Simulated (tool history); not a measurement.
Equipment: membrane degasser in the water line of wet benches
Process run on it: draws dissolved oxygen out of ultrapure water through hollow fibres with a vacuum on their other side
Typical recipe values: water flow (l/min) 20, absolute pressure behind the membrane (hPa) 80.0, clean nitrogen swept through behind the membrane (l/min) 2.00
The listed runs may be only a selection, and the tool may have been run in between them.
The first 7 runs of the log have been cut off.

run,day,water flow (l/min),absolute pressure behind the membrane (hPa),clean nitrogen swept through behind the membrane (l/min),dissolved oxygen in the water behind the degasser (ppb),pressure that the water loses in the fibres (hPa)
8,39.692,20,80.0,2.00,134.3,695.0
9,46.142,20,80.0,4.50,69.1,697.0
10,50.892,20,80.0,2.33,122.1,698.6
11,54.725,20,80.0,2.00,133.9,695.0
12,58.150,20,80.0,2.00,134.0,700.5
13,65.050,20,80.0,2.00,132.5,696.8
14,72.154,20,80.0,2.00,135.4,700.8
15,78.512,29,80.0,2.00,244.9,1016.4
16,84.417,29,80.0,2.00,250.0,1014.2
17,91.621,20,166.9,2.00,336.8,707.4
18,99.096,21,80.0,2.00,150.1,737.5
19,102.658,20,63.5,5.13,50.1,702.1
20,107.308,20,137.9,2.00,272.0,707.5
# day 107.783: vacuum gauge calibrated
21,115.029,20,150.5,2.18,288.3,711.8
22,120.942,20,80.0,5.33,65.6,708.0
23,125.262,20,80.0,5.33,66.8,714.3
# day 126.433: vacuum gauge calibrated, once more
24,133.088,23,115.3,1.05,416.5,820.1
# day 137.058: seals of the vacuum lines changed
25,137.254,30,80.0,1.00,381.0,1073.7
26,143.262,30,80.0,1.00,381.3,1070.8
27,149.950,16,87.9,2.00,109.8,575.0
28,155.875,29,108.1,5.50,180.3,1041.5
29,160.638,18,119.2,2.04,192.0,642.2
30,164.796,13,104.4,2.04,111.6,468.0
31,170.300,19,104.4,2.04,175.6,686.8
32,175.888,19,104.4,2.04,172.6,683.5

What will run 33 give?
33,180.046,20,49.9,2.00,?,?

dissolved oxygen in the water behind the degasser (ppb): 62.3
pressure that the water loses in the fibres (hPa): 722.5
With the hidden condition absent and the run-to-run variation left alone, this run would have shown dissolved oxygen in the water behind the degasser (ppb) 52.9, pressure that the water loses in the fibres (hPa) 666.5.
